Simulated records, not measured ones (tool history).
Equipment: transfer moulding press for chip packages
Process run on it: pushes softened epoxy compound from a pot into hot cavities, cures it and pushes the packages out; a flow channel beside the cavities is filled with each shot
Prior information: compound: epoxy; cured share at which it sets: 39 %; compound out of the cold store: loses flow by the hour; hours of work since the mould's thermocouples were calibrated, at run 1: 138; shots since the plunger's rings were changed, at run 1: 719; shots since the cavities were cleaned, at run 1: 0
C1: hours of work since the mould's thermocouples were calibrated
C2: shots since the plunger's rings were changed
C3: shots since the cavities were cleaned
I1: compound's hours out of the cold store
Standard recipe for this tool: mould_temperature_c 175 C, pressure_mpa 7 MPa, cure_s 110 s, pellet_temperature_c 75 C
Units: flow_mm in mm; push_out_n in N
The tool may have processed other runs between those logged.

{"run": 1, "hour": 0.0, "mould_temperature_c": 175, "pressure_mpa": 7, "cure_s": 110, "pellet_temperature_c": 75, "C1": 138, "C2": 719, "C3": 0, "I1": 20.1, "flow_mm": 936, "push_out_n": 370}
{"run": 2, "hour": 8.0, "mould_temperature_c": 175, "pressure_mpa": 7.08, "cure_s": 110, "pellet_temperature_c": 75, "C1": 143, "C2": 810, "C3": 91, "I1": 29.6, "flow_mm": 899, "push_out_n": 384}
{"run": 3, "hour": 12.8, "mould_temperature_c": 175, "pressure_mpa": 7.08, "cure_s": 110, "pellet_temperature_c": 75, "C1": 146, "C2": 863, "C3": 144, "I1": 38.2, "flow_mm": 871, "push_out_n": 421}
{"run": 4, "hour": 17.3, "mould_temperature_c": 175, "pressure_mpa": 7.08, "cure_s": 110, "pellet_temperature_c": 75, "C1": 149, "C2": 914, "C3": 195, "I1": 47.4, "flow_mm": 844, "push_out_n": 436}
{"run": 5, "hour": 25.6, "mould_temperature_c": 175, "pressure_mpa": 7.08, "cure_s": 110, "pellet_temperature_c": 75, "C1": 154, "C2": 1007, "C3": 288, "I1": 24, "flow_mm": 918, "push_out_n": 487}
{"run": 6, "hour": 34.5, "mould_temperature_c": 175, "pressure_mpa": 7, "cure_s": 110, "pellet_temperature_c": 75, "C1": 160, "C2": 1106, "C3": 387, "I1": 24.8, "flow_mm": 905, "push_out_n": 543}
{"run": 7, "hour": 43.8, "mould_temperature_c": 175, "pressure_mpa": 7, "cure_s": 110, "pellet_temperature_c": 75, "C1": 166, "C2": 1211, "C3": 492, "I1": 9.8, "flow_mm": 969, "push_out_n": 555}
{"hour": 52.0, "done": "cavities cleaned with cleaning compound and waxed"}
{"run": 8, "hour": 52.9, "mould_temperature_c": 175, "pressure_mpa": 7, "cure_s": 110, "pellet_temperature_c": 75, "C1": 171, "C2": 1297, "C3": 11, "I1": 20.4, "flow_mm": 920, "push_out_n": 383}
{"run": 9, "hour": 62.3, "mould_temperature_c": 175, "pressure_mpa": 7, "cure_s": 110, "pellet_temperature_c": 75, "C1": 176, "C2": 1402, "C3": 116, "I1": 46.5, "flow_mm": 837, "push_out_n": 412}
{"run": 10, "hour": 67.7, "mould_temperature_c": 175, "pressure_mpa": 7, "cure_s": 110, "pellet_temperature_c": 75, "C1": 180, "C2": 1462, "C3": 176, "I1": 32.1, "flow_mm": 880, "push_out_n": 415}
{"run": 11, "hour": 75.8, "mould_temperature_c": 175, "pressure_mpa": 7, "cure_s": 110, "pellet_temperature_c": 75, "C1": 185, "C2": 1553, "C3": 267, "I1": 23.6, "flow_mm": 908, "push_out_n": 488}
{"run": 12, "hour": 82.7, "mould_temperature_c": 175, "pressure_mpa": 7, "cure_s": 110, "pellet_temperature_c": 75, "C1": 189, "C2": 1631, "C3": 345, "I1": 34.3, "flow_mm": 872, "push_out_n": 497}
{"run": 13, "hour": 87.9, "mould_temperature_c": 174, "pressure_mpa": 7, "cure_s": 110, "pellet_temperature_c": 75, "C1": 192, "C2": 1690, "C3": 404, "I1": 29.4, "flow_mm": 884, "push_out_n": 555}
{"run": 14, "hour": 92.2, "mould_temperature_c": 175, "pressure_mpa": 7, "cure_s": 110, "pellet_temperature_c": 75, "C1": 195, "C2": 1737, "C3": 451, "I1": 34.2, "flow_mm": 872, "push_out_n": 513}
{"run": 15, "hour": 100.2, "mould_temperature_c": 175, "pressure_mpa": 7, "cure_s": 110, "pellet_temperature_c": 75, "C1": 200, "C2": 1828, "C3": 542, "I1": 29.1, "flow_mm": 883, "push_out_n": 545}
{"hour": 104.1, "done": "cavities cleaned with cleaning compound and waxed"}
{"run": 16, "hour": 110.4, "mould_temperature_c": 175, "pressure_mpa": 7, "cure_s": 110, "pellet_temperature_c": 75, "C1": 205, "C2": 1925, "C3": 70, "I1": 28, "flow_mm": 889, "push_out_n": 393}
{"run": 17, "hour": 119.2, "mould_temperature_c": 178, "pressure_mpa": 6.85, "cure_s": 96, "pellet_temperature_c": 74, "C1": 211, "C2": 2024, "C3": 169, "I1": 40.8, "flow_mm": 829, "push_out_n": 463}
{"run": 18, "hour": 124.3, "mould_temperature_c": 178, "pressure_mpa": 6.85, "cure_s": 96, "pellet_temperature_c": 74, "C1": 214, "C2": 2082, "C3": 227, "I1": 24, "flow_mm": 879, "push_out_n": 505}
{"run": 19, "hour": 128.9, "mould_temperature_c": 169, "pressure_mpa": 8.43, "cure_s": 95, "pellet_temperature_c": 70, "C1": 217, "C2": 2133, "C3": 278, "I1": 46.4, "flow_mm": 935, "push_out_n": 1006}
{"run": 20, "hour": 135.2, "mould_temperature_c": 169, "pressure_mpa": 8.43, "cure_s": 95, "pellet_temperature_c": 70, "C1": 221, "C2": 2204, "C3": 349, "I1": 36.5, "flow_mm": 969, "push_out_n": 1089}
{"run": 21, "hour": 140.9, "mould_temperature_c": 168, "pressure_mpa": 8.43, "cure_s": 95, "pellet_temperature_c": 70, "C1": 225, "C2": 2267, "C3": 412, "I1": 40.6, "flow_mm": 959, "push_out_n": 1162}
{"run": 22, "hour": 145.9, "mould_temperature_c": 173, "pressure_mpa": 6.81, "cure_s": 110, "pellet_temperature_c": 75, "C1": 228, "C2": 2324, "C3": 469, "I1": 22.4, "flow_mm": 897, "push_out_n": 604}
{"hour": 156.0, "done": "cavities cleaned with cleaning compound and waxed"}
{"run": 23, "hour": 156.0, "mould_temperature_c": 173, "pressure_mpa": 6.81, "cure_s": 110, "pellet_temperature_c": 75, "C1": 233, "C2": 2420, "C3": 0, "I1": 10.4, "flow_mm": 938, "push_out_n": 411}
{"run": 24, "hour": 160.7, "mould_temperature_c": 173, "pressure_mpa": 6.81, "cure_s": 110, "pellet_temperature_c": 75, "C1": 236, "C2": 2473, "C3": 53, "I1": 19.2, "flow_mm": 911, "push_out_n": 420}
{"run": 25, "hour": 169.8, "mould_temperature_c": 169, "pressure_mpa": 5.63, "cure_s": 106, "pellet_temperature_c": 74, "C1": 242, "C2": 2575, "C3": 155, "I1": 35.6, "flow_mm": 788, "push_out_n": 677}

Predict the results of run 26:
{"run": 26, "hour": 176.9, "mould_temperature_c": 175, "pressure_mpa": 8.03, "cure_s": 110, "pellet_temperature_c": 75, "C1": 246, "C2": 2655, "C3": 235, "I1": 18.7, "flow_mm": "?", "push_out_n": "?"}

flow_mm: 975 mm
push_out_n: 465 N
On a tool with no hidden condition, and with the same random variation, this run would have come out at flow_mm 1012 mm, push_out_n 376 N.

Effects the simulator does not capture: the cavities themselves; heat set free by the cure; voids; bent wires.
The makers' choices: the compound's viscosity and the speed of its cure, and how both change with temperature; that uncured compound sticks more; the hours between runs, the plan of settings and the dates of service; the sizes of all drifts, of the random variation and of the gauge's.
